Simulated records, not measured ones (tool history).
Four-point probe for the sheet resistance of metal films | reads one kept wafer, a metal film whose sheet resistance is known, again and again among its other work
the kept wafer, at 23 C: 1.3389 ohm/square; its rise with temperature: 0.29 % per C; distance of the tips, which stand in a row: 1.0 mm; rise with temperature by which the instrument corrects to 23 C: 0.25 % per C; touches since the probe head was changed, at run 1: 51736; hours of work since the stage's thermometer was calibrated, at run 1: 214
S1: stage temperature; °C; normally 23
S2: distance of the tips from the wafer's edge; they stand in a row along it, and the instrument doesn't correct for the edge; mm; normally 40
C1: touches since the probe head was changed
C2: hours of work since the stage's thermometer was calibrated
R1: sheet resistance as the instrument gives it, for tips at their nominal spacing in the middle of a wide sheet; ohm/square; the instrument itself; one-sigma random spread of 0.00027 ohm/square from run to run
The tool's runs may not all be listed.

run    hour  S1  S2     C1    C2        R1
  1       0  23  40  51736   214  1.335067
  2    50.3  23  40  52671   246  1.335103
  3      85  23  40  53314   269    1.3353
  4   124.5  23  40  54048   294    1.3353
  5   186.4  23  40  55196   334  1.335065
  6   232.2  23  40  56046   364  1.335392
  7   307.6  24  40  57447   413  1.335258
  8     376  24  40  58715   457  1.335578
  9   442.1  24  40  59944   499  1.335257
 10   497.9  33  40  60978   535   1.33877
 11   578.1  33  40  62468   587  1.339182
 12   611.2  27  40  63082   609  1.335813
 13   650.6  22  40  63813   634  1.332973
 14   715.5  22  40  65018   676  1.333763
 15   771.2  23  40  66051   712  1.333609
 16   853.4  23  40  67578   765  1.333433
 17     924  23  40  68888   811  1.333605
 18   970.4  23  23  69750   841  1.334591
 19  1042.4  23   4  71087   887   1.37623
 20  1089.3  23   4  71957   918  1.376289
 21  1147.3  31  40  73034   955  1.336962
 22  1198.9  31  40  73991   988  1.336022
 23  1264.8  31  40  75214  1031  1.336673
 24  1324.4  30   8  76321  1069  1.346797
 25  1385.1  30   8  77447  1109  1.346166
 26  1457.4  30   8  78790  1155  1.346551
 27    1528  26   4  80100  1201  1.376461
 28  1589.1  21   4  81235  1240  1.373852
 29    1639  21   4  82161  1273  1.373907
 30  1686.4  20   7  83042  1303  1.344493
 31  1749.1  21  11  84204  1344  1.335873
     1776.6  -- stage's thermometer calibrated
 32  1794.5  29   6  85038    12  1.352092
 33  1851.3  22  10  86092    48  1.335313
 34  1889.1  23   5  86795    73  1.356926
 35  1959.5  23   5  88101   118  1.356393
 36  2008.3  21  27  89007   150  1.328833
 37  2059.9  24  27  89964   183  1.329927
 38  2097.4  27  46  90662   207  1.330456
 39  2164.8  25  52  91912   251  1.329555
 40  2198.7  27   7  92541   273  1.344412
 41  2258.7  34  65  93655   311  1.333255
 42  2301.1  19   3  94443   339  1.400558
 43  2381.7  23   7  95938   391   1.34254
 44  2446.5  23   7  97142   433  1.341983
 45    2494  23   7  98023   463  1.342286

Alternative continuations, all from the tool just after run 45; predict every row:
  A  2564.1  21   7  99325  509   ?
  B  2564.1  24  40  99325  509   ?
  C  2564.1  24   7  99325  509   ?

run        R1
  A   1.34122
  B  1.328521
  C  1.342197
Without the tool's unlogged condition, the same runs would have read:
run        R1
  A  1.352747
  B   1.33995
  C  1.353734
